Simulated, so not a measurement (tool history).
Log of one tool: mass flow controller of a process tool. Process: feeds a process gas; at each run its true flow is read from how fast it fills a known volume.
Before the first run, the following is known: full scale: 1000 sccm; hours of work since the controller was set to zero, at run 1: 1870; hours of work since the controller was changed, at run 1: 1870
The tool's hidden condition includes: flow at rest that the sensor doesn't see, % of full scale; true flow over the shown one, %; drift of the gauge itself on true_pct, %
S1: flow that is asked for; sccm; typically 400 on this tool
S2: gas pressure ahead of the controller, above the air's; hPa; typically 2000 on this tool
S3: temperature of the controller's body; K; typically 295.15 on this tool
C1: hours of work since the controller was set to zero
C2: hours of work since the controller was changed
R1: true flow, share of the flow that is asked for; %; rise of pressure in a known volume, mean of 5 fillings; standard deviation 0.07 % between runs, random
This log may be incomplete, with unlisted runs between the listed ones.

run	hour	S1	S2	S3	C1	C2	R1
1	0	400	2000	295.15	1870	1870	98.18
2	324.5	400	2590	295.15	1977	1977	98.13
3	572.6	400	2000	295.15	2060	2060	98.02
4	838.9	400	2000	295.15	2148	2148	97.87
5	995	400	2000	295.15	2200	2200	97.8
6	1128	400	2000	295.15	2244	2244	97.8
7	1377.5	400	2000	295.15	2327	2327	97.89
8	1546.5	400	2000	304.15	2383	2383	97.94
9	1682.4	400	2000	304.15	2429	2429	97.7
10	1961.5	400	2000	295.15	2521	2521	97.49
11	2182.2	402	2000	295.15	2595	2595	97.42
12	2343.9	355	2000	295.15	2648	2648	97.21
13	2560	400	1520	295.15	2720	2720	97.09
14	2705.9	450	2180	295.15	2769	2769	97.33
15	3024.3	450	2180	295.15	2874	2874	97.36
16	3176.1	548	1800	308.15	2925	2925	97.9
17	3394.8	104	2000	294.15	2998	2998	95.99
18	3644.7	927	1830	295.15	3081	3081	98.2
19	3780.9	104	2400	297.15	3126	3126	95.88

Measured result minus the same run's result without the hidden state. Both carry the same run-to-run variation, though not necessarily the same gauge scatter:
run	R1
1	+0
2	-0.11
3	-0.2
4	-0.3
5	-0.36
6	-0.41
7	-0.49
8	-0.55
9	-0.6
10	-0.7
11	-0.79
12	-0.84
13	-0.92
14	-0.97
15	-1.09
16	-1.15
17	-1.2
18	-1.33
19	-1.34
